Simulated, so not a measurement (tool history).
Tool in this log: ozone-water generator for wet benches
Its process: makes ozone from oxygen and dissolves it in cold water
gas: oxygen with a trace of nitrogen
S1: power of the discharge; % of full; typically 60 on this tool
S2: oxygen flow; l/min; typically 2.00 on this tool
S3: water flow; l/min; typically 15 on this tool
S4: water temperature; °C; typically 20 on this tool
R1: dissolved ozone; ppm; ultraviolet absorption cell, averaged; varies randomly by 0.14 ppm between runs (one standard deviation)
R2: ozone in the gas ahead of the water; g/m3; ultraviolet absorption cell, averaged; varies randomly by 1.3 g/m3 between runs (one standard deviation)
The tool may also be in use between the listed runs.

{"run": 1, "day": 0.0, "S1": 60, "S2": 2.0, "S3": 15, "S4": 20, "R1": 15.1, "R2": 240.7}
{"run": 2, "day": 1.296, "S1": 60, "S2": 2.0, "S3": 15, "S4": 12, "R1": 16.4, "R2": 239.3}
{"run": 3, "day": 2.429, "S1": 60, "S2": 2.0, "S3": 15, "S4": 20, "R1": 15.2, "R2": 241.7}
{"run": 4, "day": 4.108, "S1": 60, "S2": 2.0, "S3": 15, "S4": 20, "R1": 15.1, "R2": 242.6}
{"run": 5, "day": 5.733, "S1": 60, "S2": 2.0, "S3": 10, "S4": 20, "R1": 21.3, "R2": 240.6}
{"run": 6, "day": 7.304, "S1": 60, "S2": 2.0, "S3": 10, "S4": 20, "R1": 21.1, "R2": 242.1}
{"run": 7, "day": 9.2, "S1": 60, "S2": 2.0, "S3": 10, "S4": 20, "R1": 21.5, "R2": 240.2}
{"run": 8, "day": 10.171, "S1": 60, "S2": 2.0, "S3": 10, "S4": 20, "R1": 21.4, "R2": 238.7}
{"run": 9, "day": 11.879, "S1": 60, "S2": 2.0, "S3": 15, "S4": 20, "R1": 15.1, "R2": 240.1}
{"run": 10, "day": 12.879, "S1": 60, "S2": 2.0, "S3": 15, "S4": 20, "R1": 15.4, "R2": 237.9}
{"run": 11, "day": 14.662, "S1": 60, "S2": 1.21, "S3": 15, "S4": 20, "R1": 13.7, "R2": 315.0}
{"run": 12, "day": 16.333, "S1": 60, "S2": 2.0, "S3": 14, "S4": 20, "R1": 16.2, "R2": 241.1}
{"run": 13, "day": 18.204, "S1": 60, "S2": 2.0, "S3": 14, "S4": 20, "R1": 16.1, "R2": 237.9}
{"run": 14, "day": 19.071, "S1": 60, "S2": 2.0, "S3": 14, "S4": 20, "R1": 16.3, "R2": 239.9}
{"run": 15, "day": 20.346, "S1": 60, "S2": 2.0, "S3": 14, "S4": 20, "R1": 16.1, "R2": 237.4}
{"run": 16, "day": 21.925, "S1": 60, "S2": 2.0, "S3": 15, "S4": 16, "R1": 16.0, "R2": 237.1}
{"run": 17, "day": 23.104, "S1": 60, "S2": 2.0, "S3": 15, "S4": 16, "R1": 15.8, "R2": 237.7}
{"run": 18, "day": 24.246, "S1": 50, "S2": 1.64, "S3": 15, "S4": 22, "R1": 12.6, "R2": 229.9}
{"run": 19, "day": 25.404, "S1": 50, "S2": 2.88, "S3": 10, "S4": 13, "R1": 21.1, "R2": 169.8}
{"run": 20, "day": 26.592, "S1": 50, "S2": 2.88, "S3": 10, "S4": 13, "R1": 20.6, "R2": 171.4}
{"run": 21, "day": 27.575, "S1": 50, "S2": 2.88, "S3": 10, "S4": 13, "R1": 21.0, "R2": 172.5}
{"run": 22, "day": 28.467, "S1": 50, "S2": 2.88, "S3": 10, "S4": 13, "R1": 20.8, "R2": 172.9}
{"run": 23, "day": 29.696, "S1": 56, "S2": 2.28, "S3": 19, "S4": 17, "R1": 12.1, "R2": 209.2}
{"run": 24, "day": 30.546, "S1": 56, "S2": 2.28, "S3": 19, "S4": 17, "R1": 12.2, "R2": 209.3}
{"day": 30.812, "done": "gauge calibrated"}
{"run": 25, "day": 31.929, "S1": 62, "S2": 2.28, "S3": 19, "S4": 13, "R1": 13.9, "R2": 230.3}
{"run": 26, "day": 32.808, "S1": 45, "S2": 2.35, "S3": 17, "S4": 20, "R1": 11.6, "R2": 180.7}
{"run": 27, "day": 34.233, "S1": 60, "S2": 2.76, "S3": 9, "S4": 15, "R1": 24.8, "R2": 204.2}
{"run": 28, "day": 35.508, "S1": 60, "S2": 2.76, "S3": 9, "S4": 15, "R1": 25.3, "R2": 203.1}
{"run": 29, "day": 37.004, "S1": 67, "S2": 3.01, "S3": 13, "S4": 23, "R1": 18.5, "R2": 208.5}
{"run": 30, "day": 38.558, "S1": 60, "S2": 1.74, "S3": 16, "S4": 20, "R1": 14.0, "R2": 258.8}
{"run": 31, "day": 39.483, "S1": 60, "S2": 1.74, "S3": 16, "S4": 20, "R1": 14.0, "R2": 258.5}
{"run": 32, "day": 40.779, "S1": 53, "S2": 2.72, "S3": 16, "S4": 13, "R1": 14.9, "R2": 185.9}

Each row is a separate what-if for the run after 32, all from the same tool condition, not one after another. Results?
{"run": "A", "day": 42.183, "S1": 62, "S2": 2.72, "S3": 16, "S4": 13, "R1": "?", "R2": "?"}
{"run": "B", "day": 42.183, "S1": 53, "S2": 1.08, "S3": 16, "S4": 13, "R1": "?", "R2": "?"}
{"run": "C", "day": 42.183, "S1": 60, "S2": 1.63, "S3": 15, "S4": 20, "R1": "?", "R2": "?"}
{"run": "D", "day": 42.183, "S1": 89, "S2": 1.39, "S3": 15, "S4": 23, "R1": "?", "R2": "?"}
{"run": "E", "day": 42.183, "S1": 60, "S2": 2.97, "S3": 15, "S4": 13, "R1": "?", "R2": "?"}

run=A R1=16.4 R2=208.5
run=B R1=11.8 R2=303.4
run=C R1=14.7 R2=267.8
run=D R1=18.4 R2=380.4
run=E R1=17.3 R2=195.5
With no hidden state in the tool, these same runs would have given:
run=A R1=16.5 R2=210.7
run=B R1=11.8 R2=306.6
run=C R1=14.7 R2=270.6
run=D R1=18.4 R2=384.4
run=E R1=17.3 R2=197.6
